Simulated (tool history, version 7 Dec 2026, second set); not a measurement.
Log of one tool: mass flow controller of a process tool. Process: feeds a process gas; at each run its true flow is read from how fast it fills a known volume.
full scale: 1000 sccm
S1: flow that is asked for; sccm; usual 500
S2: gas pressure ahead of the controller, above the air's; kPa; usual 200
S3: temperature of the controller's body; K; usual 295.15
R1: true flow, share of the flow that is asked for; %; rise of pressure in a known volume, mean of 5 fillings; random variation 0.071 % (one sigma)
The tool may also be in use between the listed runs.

Run 1, hour 0: usual settings. Result: R1 99.62 %.
Run 2, hour 153.1: usual settings. Result: R1 99.58 %.
Run 3, hour 301.7: usual settings but S3 302.15 K. Result: R1 99.31 %.
Run 4, hour 471.5: usual settings but S1 105 sccm, S3 302.15 K. Result: R1 104.66 %.
Run 5, hour 801.1: usual settings but S3 301.15 K. Result: R1 99.4 %.
Run 6, hour 1082.5: usual settings but S1 283 sccm. Result: R1 100.73 %.
Run 7, hour 1417.6: usual settings but S1 283 sccm. Result: R1 100.71 %.
Run 8, hour 1621.9: usual settings but S1 283 sccm. Result: R1 100.75 %.
Run 9, hour 1866.2: usual settings but S1 283 sccm. Result: R1 100.83 %.
Run 10, hour 2200.8: usual settings but S1 283 sccm. Result: R1 100.86 %.
Run 11, hour 2427.2: usual settings but S1 338 sccm. Result: R1 100.58 %.
Run 12, hour 2594.4: usual settings but S1 338 sccm. Result: R1 100.6 %.
Run 13, hour 2921.6: usual settings but S3 297.15 K. Result: R1 99.63 %.
Run 14, hour 3089: usual settings but S3 297.15 K. Result: R1 99.59 %.
Run 15, hour 3259.9: usual settings. Result: R1 99.74 %.
Run 16, hour 3577.7: usual settings but S3 299.15 K. Result: R1 99.53 %.
Run 17, hour 3904.2: usual settings but S3 299.15 K. Result: R1 99.68 %.
Run 18, hour 4103.9: usual settings but S3 299.15 K. Result: R1 99.55 %.
Run 19, hour 4251.2: usual settings but S3 299.15 K. Result: R1 99.53 %.
At hour 4269: controller's zero set anew.
Run 20, hour 4435.5: usual settings but S2 160 kPa. Result: R1 99.86 %.
Run 21, hour 4747: usual settings but S2 160 kPa. Result: R1 99.94 %.
Run 22, hour 5042.2: usual settings but S2 160 kPa. Result: R1 99.86 %.
At hour 5094.5: controller's zero set anew, once more.
Run 23, hour 5294.4: usual settings but S2 160 kPa. Result: R1 97.15 %.
Run 24, hour 5567.1: usual settings but S2 160 kPa. Result: R1 97.3 %.
Run 25, hour 5868.3: usual settings but S2 235 kPa. Result: R1 97.67 %.
Run 26, hour 6174.1: usual settings but S1 576 sccm, S3 305.15 K. Result: R1 97.15 %.
Run 27, hour 6398: usual settings but S1 305 sccm, S2 263 kPa, S3 305.15 K. Result: R1 97.45 %.
Run 28, hour 6607.3: usual settings but S1 273 sccm, S2 221 kPa, S3 305.15 K. Result: R1 97.24 %.
Run 29, hour 6754.4: usual settings but S1 273 sccm, S2 221 kPa, S3 305.15 K. Result: R1 97.17 %.
Run 30, hour 7043.6: usual settings but S1 770 sccm, S2 221 kPa, S3 311.15 K. Result: R1 97.11 %.
Run 31, hour 7287.8: usual settings but S1 770 sccm, S2 177 kPa, S3 311.15 K. Result: R1 96.81 %.
Run 32, hour 7625.5: usual settings but S1 151 sccm, S2 177 kPa, S3 293.15 K. Result: R1 98.44 %.
Run 33, hour 7859.3: usual settings but S1 144 sccm, S2 224 kPa, S3 310.15 K. Result: R1 98.21 %.
Run 34, hour 8002.5: usual settings but S1 144 sccm, S2 224 kPa, S3 310.15 K. Result: R1 98.38 %.
Run 35, hour 8209.6: usual settings but S1 550 sccm, S2 274 kPa, S3 312.15 K. Result: R1 97.28 %.
Run 36, hour 8390: usual settings but S1 550 sccm, S2 274 kPa, S3 312.15 K. Result: R1 97.13 %.
Run 37, hour 8707.4: usual settings but S1 550 sccm, S2 274 kPa, S3 299.15 K. Result: R1 97.65 %.
Run 38, hour 8893.5: usual settings but S1 550 sccm, S2 274 kPa, S3 299.15 K. Result: R1 97.59 %.
Run 39, hour 9164.3: usual settings but S1 716 sccm, S3 304.15 K. Result: R1 97.12 %.
Run 40, hour 9503.4: usual settings but S1 716 sccm, S3 304.15 K. Result: R1 97.19 %.
Run 41, hour 9786.8: usual settings but S1 716 sccm, S3 304.15 K. Result: R1 97.12 %.
Run 42, hour 10031.4: usual settings but S1 180 sccm, S2 185 kPa, S3 302.15 K. Result: R1 98.85 %.
Run 43, hour 10244.7: usual settings but S1 284 sccm, S2 278 kPa, S3 296.15 K. Result: R1 98.51 %.
Run 44, hour 10481.6: usual settings but S1 161 sccm, S2 207 kPa, S3 297.15 K. Result: R1 99.62 %.
Run 45, hour 10681.4: usual settings but S2 149 kPa, S3 304.15 K. Result: R1 96.96 %.
Run 46, hour 10889.9: usual settings but S1 568 sccm, S3 306.15 K. Result: R1 97.09 %.
Run 47, hour 11067.3: usual settings but S1 568 sccm, S3 306.15 K. Result: R1 96.9 %.
Run 48, hour 11211.8: usual settings but S2 173 kPa, S3 312.15 K. Result: R1 96.78 %.

Forecast each of these 4 alternatives for the next run:
Run A, hour 11393.9: usual settings but S1 830 sccm, S2 274 kPa, S3 298.15 K. Result: R1 ?.
Run B, hour 11393.9: usual settings but S1 584 sccm, S2 173 kPa, S3 307.15 K. Result: R1 ?.
Run C, hour 11393.9: usual settings but S1 332 sccm, S2 183 kPa, S3 297.15 K. Result: R1 ?.
Run D, hour 11393.9: usual settings but S3 293.15 K. Result: R1 ?.

run     R1
  A  97.52
  B  96.91
  C  97.88
  D  97.62
Without the tool's hidden state the same runs would have given:
run      R1
  A  100.25
  B   99.32
  C   99.47
  D   99.85
